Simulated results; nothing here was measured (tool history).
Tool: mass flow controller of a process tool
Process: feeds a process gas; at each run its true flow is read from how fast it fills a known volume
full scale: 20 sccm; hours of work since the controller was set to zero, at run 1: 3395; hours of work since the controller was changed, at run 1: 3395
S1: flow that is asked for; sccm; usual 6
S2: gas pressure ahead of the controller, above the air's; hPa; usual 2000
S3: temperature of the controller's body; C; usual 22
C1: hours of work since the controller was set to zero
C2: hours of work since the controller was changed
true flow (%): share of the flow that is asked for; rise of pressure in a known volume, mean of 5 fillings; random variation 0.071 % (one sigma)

run 1 hour=0 | S1=6 S2=2000 S3=22 | C1=3395 C2=3395 | true_flow_(%)=101
run 2 hour=53 | S1=6 S2=2000 S3=22 | C1=3436 C2=3436 | true_flow_(%)=100.92
run 3 hour=110.3 | S1=6 S2=2000 S3=22 | C1=3480 C2=3480 | true_flow_(%)=101.03
run 4 hour=196.2 | S1=6 S2=2000 S3=22 | C1=3547 C2=3547 | true_flow_(%)=101.15
run 5 hour=261.6 | S1=6 S2=2000 S3=22 | C1=3598 C2=3598 | true_flow_(%)=101.13
run 6 hour=362.9 | S1=6 S2=2000 S3=22 | C1=3677 C2=3677 | true_flow_(%)=101.05
run 7 hour=438.5 | S1=6 S2=2000 S3=22 | C1=3736 C2=3736 | true_flow_(%)=101.19
run 8 hour=506.6 | S1=11 S2=2000 S3=22 | C1=3789 C2=3789 | true_flow_(%)=100.53
run 9 hour=578.1 | S1=6 S2=2000 S3=22 | C1=3844 C2=3844 | true_flow_(%)=101.16
run 10 hour=652.2 | S1=6 S2=2000 S3=22 | C1=3902 C2=3902 | true_flow_(%)=101.23
run 11 hour=708.9 | S1=4 S2=2000 S3=22 | C1=3946 C2=3946 | true_flow_(%)=102.09
run 12 hour=807.7 | S1=4 S2=2000 S3=22 | C1=4023 C2=4023 | true_flow_(%)=102.07
run 13 hour=892.6 | S1=4 S2=2000 S3=22 | C1=4089 C2=4089 | true_flow_(%)=102.14
run 14 hour=952.6 | S1=6 S2=2000 S3=22 | C1=4136 C2=4136 | true_flow_(%)=101.26
run 15 hour=1031.8 | S1=3 S2=2000 S3=22 | C1=4197 C2=4197 | true_flow_(%)=103.33
run 16 hour=1112.8 | S1=7 S2=2000 S3=22 | C1=4260 C2=4260 | true_flow_(%)=101.08
run 17 hour=1175.3 | S1=7 S2=2000 S3=22 | C1=4309 C2=4309 | true_flow_(%)=101.15
run 18 hour=1271.2 | S1=6 S2=2130 S3=22 | C1=4384 C2=4384 | true_flow_(%)=101.68
run 19 hour=1367.6 | S1=6 S2=2000 S3=22 | C1=4459 C2=4459 | true_flow_(%)=101.4
run 20 hour=1457 | S1=6 S2=2000 S3=22 | C1=4528 C2=4528 | true_flow_(%)=101.47
run 21 hour=1513.6 | S1=6 S2=2000 S3=22 | C1=4572 C2=4572 | true_flow_(%)=101.4
run 22 hour=1559.1 | S1=6 S2=2000 S3=22 | C1=4608 C2=4608 | true_flow_(%)=101.48
run 23 hour=1642.7 | S1=6 S2=2000 S3=22 | C1=4673 C2=4673 | true_flow_(%)=101.54
run 24 hour=1750 | S1=6 S2=2000 S3=22 | C1=4756 C2=4756 | true_flow_(%)=101.55
run 25 hour=1823.2 | S1=2 S2=2140 S3=31 | C1=4813 C2=4813 | true_flow_(%)=105.92
run 26 hour=1890.1 | S1=2 S2=2140 S3=31 | C1=4865 C2=4865 | true_flow_(%)=105.85
run 27 hour=1961.6 | S1=6 S2=2470 S3=32 | C1=4921 C2=4921 | true_flow_(%)=101.46
-- hour=1966.7 controller's zero set anew
run 28 hour=2025.4 | S1=19 S2=2350 S3=38 | C1=46 C2=4970 | true_flow_(%)=100.31
run 29 hour=2091.3 | S1=6 S2=2510 S3=22 | C1=97 C2=5021 | true_flow_(%)=103.12
run 30 hour=2147.6 | S1=7 S2=2450 S3=36 | C1=141 C2=5065 | true_flow_(%)=102.05
run 31 hour=2205.9 | S1=10 S2=2250 S3=33 | C1=186 C2=5111 | true_flow_(%)=101.26
-- hour=2212.6 controller's zero set anew, once more
run 32 hour=2296.7 | S1=10 S2=2250 S3=33 | C1=65 C2=5181 | true_flow_(%)=99.08
run 33 hour=2407.6 | S1=10 S2=2250 S3=33 | C1=152 C2=5267 | true_flow_(%)=99.19
run 34 hour=2507 | S1=10 S2=2250 S3=33 | C1=229 C2=5344 | true_flow_(%)=99.26
run 35 hour=2606.1 | S1=10 S2=2250 S3=33 | C1=306 C2=5421 | true_flow_(%)=99.18
run 36 hour=2710.6 | S1=10 S2=2250 S3=33 | C1=387 C2=5503 | true_flow_(%)=99.2
run 37 hour=2790.8 | S1=6 S2=1960 S3=38 | C1=450 C2=5565 | true_flow_(%)=98.9
run 38 hour=2891.4 | S1=8 S2=2140 S3=29 | C1=528 C2=5643 | true_flow_(%)=99.39
run 39 hour=2965.3 | S1=6 S2=1460 S3=22 | C1=586 C2=5701 | true_flow_(%)=99.31
run 40 hour=3056.1 | S1=3 S2=1920 S3=32 | C1=656 C2=5772 | true_flow_(%)=99.63
run 41 hour=3107.7 | S1=3 S2=1920 S3=32 | C1=696 C2=5812 | true_flow_(%)=99.67
run 42 hour=3175.1 | S1=3 S2=1920 S3=32 | C1=749 C2=5864 | true_flow_(%)=99.75
run 43 hour=3264.5 | S1=16 S2=2000 S3=21 | C1=818 C2=5934 | true_flow_(%)=99.63
run 44 hour=3358.5 | S1=7 S2=2000 S3=38 | C1=892 C2=6007 | true_flow_(%)=98.97
run 45 hour=3413.4 | S1=15 S2=2000 S3=38 | C1=934 C2=6050 | true_flow_(%)=98.95
run 46 hour=3502.3 | S1=15 S2=2000 S3=38 | C1=1003 C2=6119 | true_flow_(%)=99.08
run 47 hour=3552.3 | S1=6 S2=2000 S3=26 | C1=1042 C2=6158 | true_flow_(%)=99.68

Forecast each of these 5 alternatives for the next run:
run A hour=3641.5 | S1=16 S2=1760 S3=37 | C1=1112 C2=6227 | true_flow_(%)=?
run B hour=3641.5 | S1=16 S2=2440 S3=21 | C1=1112 C2=6227 | true_flow_(%)=?
run C hour=3641.5 | S1=13 S2=1540 S3=26 | C1=1112 C2=6227 | true_flow_(%)=?
run D hour=3641.5 | S1=6 S2=1850 S3=25 | C1=1112 C2=6227 | true_flow_(%)=?
run E hour=3641.5 | S1=7 S2=2560 S3=26 | C1=1112 C2=6227 | true_flow_(%)=?

run=A true_flow_(%)=98.91
run=B true_flow_(%)=100.13
run=C true_flow_(%)=99.11
run=D true_flow_(%)=99.64
run=E true_flow_(%)=99.87
Without the tool's hidden state the same runs would have given:
run=A true_flow_(%)=99.24
run=B true_flow_(%)=100.45
run=C true_flow_(%)=99.37
run=D true_flow_(%)=99.51
run=E true_flow_(%)=99.85

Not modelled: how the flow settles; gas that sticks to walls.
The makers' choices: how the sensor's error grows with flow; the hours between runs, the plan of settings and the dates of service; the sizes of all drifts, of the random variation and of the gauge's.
